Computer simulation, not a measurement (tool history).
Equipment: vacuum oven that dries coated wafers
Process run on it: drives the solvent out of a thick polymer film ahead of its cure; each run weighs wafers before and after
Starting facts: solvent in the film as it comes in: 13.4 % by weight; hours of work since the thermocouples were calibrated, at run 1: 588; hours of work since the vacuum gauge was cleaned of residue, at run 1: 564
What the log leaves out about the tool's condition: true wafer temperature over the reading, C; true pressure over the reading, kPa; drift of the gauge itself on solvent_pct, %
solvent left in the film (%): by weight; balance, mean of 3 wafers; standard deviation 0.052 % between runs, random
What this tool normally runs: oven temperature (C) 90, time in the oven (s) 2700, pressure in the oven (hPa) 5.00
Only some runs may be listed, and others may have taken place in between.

run    hour  oven temperature (C)  time in the oven (s)  pressure in the oven (hPa)  hours of work since the thermocouples were calibrated  hours of work since the vacuum gauge was cleaned of residue  solvent left in the film (%)
  1     0.0                    90                  2700                        5.00                                                    588                                                          564                          1.55
  2    34.0                    90                  2700                        5.00                                                    604                                                          579                          1.64
  3    63.7                    90                  2700                        5.00                                                    617                                                          593                          1.62
  4   107.9                    90                  2700                        5.00                                                    637                                                          613                          1.59
      127.2  -- oven's thermocouples calibrated
  5   153.6                    90                  2700                        2.55                                                     12                                                          633                          1.51
  6   197.8                    90                  2700                        2.55                                                     32                                                          653                          1.41
  7   226.6                    90                  2700                       11.55                                                     45                                                          666                          2.50
  8   268.5                    90                  2700                       11.55                                                     64                                                          685                          2.53
  9   287.7                    90                  2700                       11.55                                                     73                                                          693                          2.46
 10   332.1                    90                  2700                       11.55                                                     93                                                          714                          2.46
 11   368.8                    90                  2700                       11.55                                                    109                                                          730                          2.55
 12   401.4                    90                  2700                       11.55                                                    124                                                          745                          2.58
 13   432.4                    90                  2700                       11.55                                                    138                                                          759                          2.51
 14   464.4                    90                  2700                        5.00                                                    153                                                          774                          1.69
 15   489.5                    90                  2700                        5.00                                                    164                                                          785                          1.83
 16   533.6                    90                  2700                        5.00                                                    184                                                          805                          1.75
 17   577.3                    90                  2700                        5.00                                                    204                                                          825                          1.84
 18   598.0                    90                  3180                        5.00                                                    213                                                          834                          1.50
 19   636.1                    90                  3180                        5.00                                                    231                                                          851                          1.58
 20   673.5                    90                  3180                        5.00                                                    248                                                          868                          1.67
 21   696.4                    90                  3180                        5.00                                                    258                                                          879                          1.61
 22   740.9                    95                  1920                        4.89                                                    278                                                          899                          1.76
 23   773.0                    90                  2100                       15.25                                                    293                                                          913                          3.52
 24   805.1                    78                  2880                        2.66                                                    307                                                          928                          3.97
 25   838.4                    92                  1980                        5.23                                                    322                                                          943                          2.17
 26   871.9                    92                  1980                        5.23                                                    337                                                          958                          2.28
 27   915.4                    81                  2160                        8.38                                                    357                                                          978                          4.91
 28   952.6                    91                  2700                        5.00                                                    374                                                          995                          1.69
 29   996.4                    90                  2220                        5.00                                                    394                                                         1015                          2.30
 30  1038.5                    90                  2340                        8.84                                                    413                                                         1034                          2.70
 31  1070.1                    91                  3300                       12.95                                                    427                                                         1048                          2.41
 32  1091.9                    78                  1680                        4.45                                                    437                                                         1058                          6.29
 33  1125.8                    81                  2520                        4.52                                                    453                                                         1073                          4.08
 34  1147.3                    78                  3360                       18.97                                                    462                                                         1083                          6.20
 35  1188.6                    99                  2700                        5.00                                                    481                                                         1102                          0.95
 36  1215.1                    90                  3420                        5.00                                                    493                                                         1114                          1.66
 37  1261.8                    90                  3420                        5.00                                                    514                                                         1135                          1.66
 38  1299.9                    86                  2340                        7.04                                                    531                                                         1152                          3.22
 39  1325.1                    90                  4500                        3.51                                                    543                                                         1164                          1.31
 40  1371.3                    90                  4500                        3.51                                                    564                                                         1185                          1.25
 41  1417.5                    94                  4500                        3.51                                                    585                                                         1206                          1.00

Below, some changes in solvent left in the film (%) between adjacent runs. For each, the amount present without the hidden state too (settings, incoming material, random variation) and the amount remaining for the hidden state with gauge scatter not shared by both compared results:
Run 23 -> 24: oven temperature (C) 90 -> 78, time in the oven (s) 2100 -> 2880, pressure in the oven (hPa) 15.25 -> 2.66. solvent left in the film (%) +0.45: hidden state +0.18, all else +0.27.
Run 24 -> 25: oven temperature (C) 78 -> 92, time in the oven (s) 2880 -> 1980, pressure in the oven (hPa) 2.66 -> 5.23. solvent left in the film (%) -1.80: hidden state -0.19, all else -1.61.
Run 27 -> 28: oven temperature (C) 81 -> 91, time in the oven (s) 2160 -> 2700, pressure in the oven (hPa) 8.38 -> 5.00. solvent left in the film (%) -3.22: hidden state -0.04, all else -3.18.
Run 31 -> 32: oven temperature (C) 91 -> 78, time in the oven (s) 3300 -> 1680, pressure in the oven (hPa) 12.95 -> 4.45. solvent left in the film (%) +3.88: hidden state +0.00, all else +3.88.
Run 34 -> 35: oven temperature (C) 78 -> 99, time in the oven (s) 3360 -> 2700, pressure in the oven (hPa) 18.97 -> 5.00. solvent left in the film (%) -5.25: hidden state -0.26, all else -4.99.
